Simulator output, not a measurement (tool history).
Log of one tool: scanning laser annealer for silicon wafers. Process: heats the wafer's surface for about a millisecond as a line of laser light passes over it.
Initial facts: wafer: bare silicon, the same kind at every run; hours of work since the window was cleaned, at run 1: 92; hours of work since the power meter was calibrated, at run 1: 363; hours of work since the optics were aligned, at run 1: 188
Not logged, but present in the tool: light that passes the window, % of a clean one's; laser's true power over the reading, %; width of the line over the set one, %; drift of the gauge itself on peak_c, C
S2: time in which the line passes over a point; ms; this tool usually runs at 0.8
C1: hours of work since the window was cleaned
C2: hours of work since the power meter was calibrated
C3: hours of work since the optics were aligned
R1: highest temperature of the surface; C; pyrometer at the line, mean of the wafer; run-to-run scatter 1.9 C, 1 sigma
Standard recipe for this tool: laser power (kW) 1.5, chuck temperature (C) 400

Run 1, hour 0: usual settings; C1 92; C2 363; C3 188. Result: R1 1102 C.
Run 2, hour 11.5: usual settings but laser power (kW) 1.491; C1 101; C2 372; C3 197. Result: R1 1099 C.
Run 3, hour 25.5: usual settings but laser power (kW) 1.491; C1 112; C2 383; C3 208. Result: R1 1096 C.
Run 4, hour 37.1: usual settings but laser power (kW) 1.491; C1 122; C2 393; C3 217. Result: R1 1091 C.
Run 5, hour 51.1: usual settings; C1 133; C2 404; C3 228. Result: R1 1099 C.
Run 6, hour 60.9: usual settings; C1 140; C2 411; C3 236. Result: R1 1097 C.
Run 7, hour 71: usual settings; C1 148; C2 419; C3 244. Result: R1 1095 C.
Run 8, hour 81.5: usual settings; C1 157; C2 428; C3 252. Result: R1 1094 C.
Run 9, hour 91.6: usual settings; C1 165; C2 436; C3 260. Result: R1 1094 C.
Run 10, hour 102.8: usual settings; C1 174; C2 445; C3 269. Result: R1 1095 C.
Run 11, hour 109: usual settings but laser power (kW) 1.609; C1 179; C2 450; C3 274. Result: R1 1158 C.
At hour 112.7: laser's power meter calibrated.
Run 12, hour 121.1: usual settings; C1 186; C2 7; C3 281. Result: R1 1088 C.
Run 13, hour 129.3: usual settings; C1 192; C2 13; C3 288. Result: R1 1087 C.
Run 14, hour 142: usual settings; C1 202; C2 23; C3 298. Result: R1 1085 C.
Run 15, hour 153.6: usual settings but S2 0.598 ms; C1 211; C2 32; C3 307. Result: R1 982 C.
Run 16, hour 163.1: usual settings but S2 0.598 ms; C1 219; C2 40; C3 315. Result: R1 980 C.
Run 17, hour 171.1: usual settings; C1 225; C2 46; C3 321. Result: R1 1083 C.
Run 18, hour 185: usual settings; C1 236; C2 57; C3 332. Result: R1 1079 C.
At hour 199.8: laser's power meter calibrated, once more.
Run 19, hour 200.1: usual settings; C1 246; C2 0; C3 342. Result: R1 1085 C.
Run 20, hour 208.5: usual settings but laser power (kW) 1.297, S2 0.754 ms, chuck temperature (C) 411; C1 252; C2 7; C3 348. Result: R1 964 C.
Run 21, hour 221.4: usual settings but S2 0.614 ms; C1 263; C2 17; C3 358. Result: R1 990 C.
Run 22, hour 229.1: usual settings but laser power (kW) 1.521, S2 0.739 ms, chuck temperature (C) 411; C1 269; C2 23; C3 364. Result: R1 1074 C.
Run 23, hour 238.5: usual settings but laser power (kW) 1.598, S2 0.722 ms, chuck temperature (C) 385; C1 276; C2 31; C3 372. Result: R1 1081 C.
Run 24, hour 245.3: usual settings but S2 0.711 ms, chuck temperature (C) 396; C1 282; C2 36; C3 377. Result: R1 1026 C.
Run 25, hour 258.7: usual settings but laser power (kW) 1.404, S2 0.637 ms, chuck temperature (C) 406; C1 292; C2 47; C3 388. Result: R1 953 C.
Run 26, hour 268: usual settings but laser power (kW) 1.404, S2 0.637 ms, chuck temperature (C) 406; C1 300; C2 54; C3 395. Result: R1 954 C.
Run 27, hour 279.3: usual settings but laser power (kW) 1.476, S2 0.719 ms, chuck temperature (C) 363; C1 309; C2 63; C3 404. Result: R1 986 C.
Run 28, hour 290.8: usual settings but laser power (kW) 1.276, S2 0.88 ms, chuck temperature (C) 403; C1 318; C2 72; C3 413. Result: R1 980 C.
Run 29, hour 297.4: usual settings but chuck temperature (C) 418; C1 323; C2 77; C3 419. Result: R1 1088 C.
Run 30, hour 309.8: usual settings but laser power (kW) 1.299, S2 0.569 ms, chuck temperature (C) 406; C1 333; C2 87; C3 428. Result: R1 867 C.
Run 31, hour 320.5: usual settings but laser power (kW) 1.304, S2 0.635 ms, chuck temperature (C) 402; C1 341; C2 96; C3 437. Result: R1 898 C.
Run 32, hour 332.7: usual settings but laser power (kW) 1.304, S2 0.635 ms, chuck temperature (C) 402; C1 351; C2 105; C3 446. Result: R1 894 C.

The next listed run, before its measurement:
Run 33, hour 343.1: usual settings but laser power (kW) 1.432, S2 0.642 ms, chuck temperature (C) 391; C1 359; C2 113; C3 455. Result: R1 ?.

R1: 946 C
With the hidden condition absent and the run-to-run variation left alone, this run would have shown R1 996 C.
